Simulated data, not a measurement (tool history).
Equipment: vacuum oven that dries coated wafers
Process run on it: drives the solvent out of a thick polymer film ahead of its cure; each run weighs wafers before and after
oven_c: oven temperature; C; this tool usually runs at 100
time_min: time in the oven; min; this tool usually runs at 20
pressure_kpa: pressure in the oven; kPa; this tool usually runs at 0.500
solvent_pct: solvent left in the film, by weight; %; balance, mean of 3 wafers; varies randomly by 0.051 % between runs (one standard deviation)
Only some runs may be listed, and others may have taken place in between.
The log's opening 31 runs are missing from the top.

run,hour,oven_c,time_min,pressure_kpa,solvent_pct
32,625.1,89,16,0.276,4.16
33,645.2,89,16,0.276,4.08
34,662.7,89,16,0.276,4.00
35,674.5,89,27,1.041,2.50
36,695.8,100,23,0.500,0.82
37,718.3,113,14,0.946,0.57
38,734.7,106,24,0.292,0.26
39,752.2,106,24,0.292,0.32
40,778.7,105,24,0.741,0.60
41,793.9,92,23,0.995,2.30

Predict each of these 4 candidate next runs independently; none follows another, all start after run 41:
A,817.9,100,18,1.043,?
B,817.9,113,19,0.500,?
C,817.9,88,19,0.500,?
D,817.9,100,12,0.476,?

run,solvent_pct
A,1.52
B,0.23
C,3.83
D,2.51
With the hidden condition removed and each run's random variation left untouched, the same runs would have given:
run,solvent_pct
A,1.19
B,0.17
C,3.21
D,2.03

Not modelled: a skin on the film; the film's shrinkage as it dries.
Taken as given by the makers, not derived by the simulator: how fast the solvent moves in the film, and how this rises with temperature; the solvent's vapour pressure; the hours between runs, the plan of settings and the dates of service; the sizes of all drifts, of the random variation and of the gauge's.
